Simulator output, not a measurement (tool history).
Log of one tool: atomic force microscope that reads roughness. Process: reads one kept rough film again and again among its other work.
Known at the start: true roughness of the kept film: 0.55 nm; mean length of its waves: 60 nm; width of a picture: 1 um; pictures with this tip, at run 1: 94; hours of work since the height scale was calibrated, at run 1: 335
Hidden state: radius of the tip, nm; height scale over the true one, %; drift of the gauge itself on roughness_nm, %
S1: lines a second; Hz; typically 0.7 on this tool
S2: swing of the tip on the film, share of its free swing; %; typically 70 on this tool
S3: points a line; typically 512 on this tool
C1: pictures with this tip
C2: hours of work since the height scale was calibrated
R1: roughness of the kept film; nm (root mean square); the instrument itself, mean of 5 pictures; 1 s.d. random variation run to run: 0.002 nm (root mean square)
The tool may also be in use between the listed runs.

run	hour	S1	S2	S3	C1	C2	R1
1	0	0.7	70	512	94	335	0.53
2	9.2	0.7	89	512	117	342	0.518
3	26.1	0.7	79	512	160	354	0.523
4	42.1	0.7	79	512	201	366	0.525
5	49.7	0.7	79	512	221	372	0.52
6	64.5	0.7	79	512	258	383	0.521
7	75.3	0.7	70	892	286	391	0.527
# hour 79.6: new tip fitted
8	85	0.7	70	892	14	397	0.535
9	97.9	0.7	70	512	46	407	0.532
10	109.9	1.224	70	512	77	416	0.528
11	123.4	0.7	76	512	112	426	0.53
12	134.4	0.7	76	512	140	434	0.531
13	148.1	0.7	80	512	175	444	0.522
14	163.7	0.7	70	512	214	456	0.529
15	175.6	0.7	70	512	245	464	0.526
16	186	0.7	70	512	271	472	0.528
# hour 196.1: new tip fitted
17	199.7	2.982	72	512	9	482	0.503
18	215.2	0.7	70	390	48	493	0.534
19	222.9	0.7	70	390	68	499	0.53
20	229.9	0.7	70	390	86	504	0.533
21	244.7	0.7	70	341	124	515	0.53
22	256.9	0.7	70	341	155	524	0.53
23	271.9	3.699	87	874	193	535	0.441
24	282.6	3.282	66	819	220	543	0.504
25	291.6	0.51	73	296	243	550	0.526
26	307.5	0.51	73	429	284	561	0.531

Run 27 comes next. What will it give?
# hour 312.9: new tip fitted
27	324.6	0.51	73	429	30	574	?

For run 27 the tool returned R1 0.535 nm (root mean square).
Minus the tool's unlogged condition, the same run would have read R1 0.537 nm (root mean square).
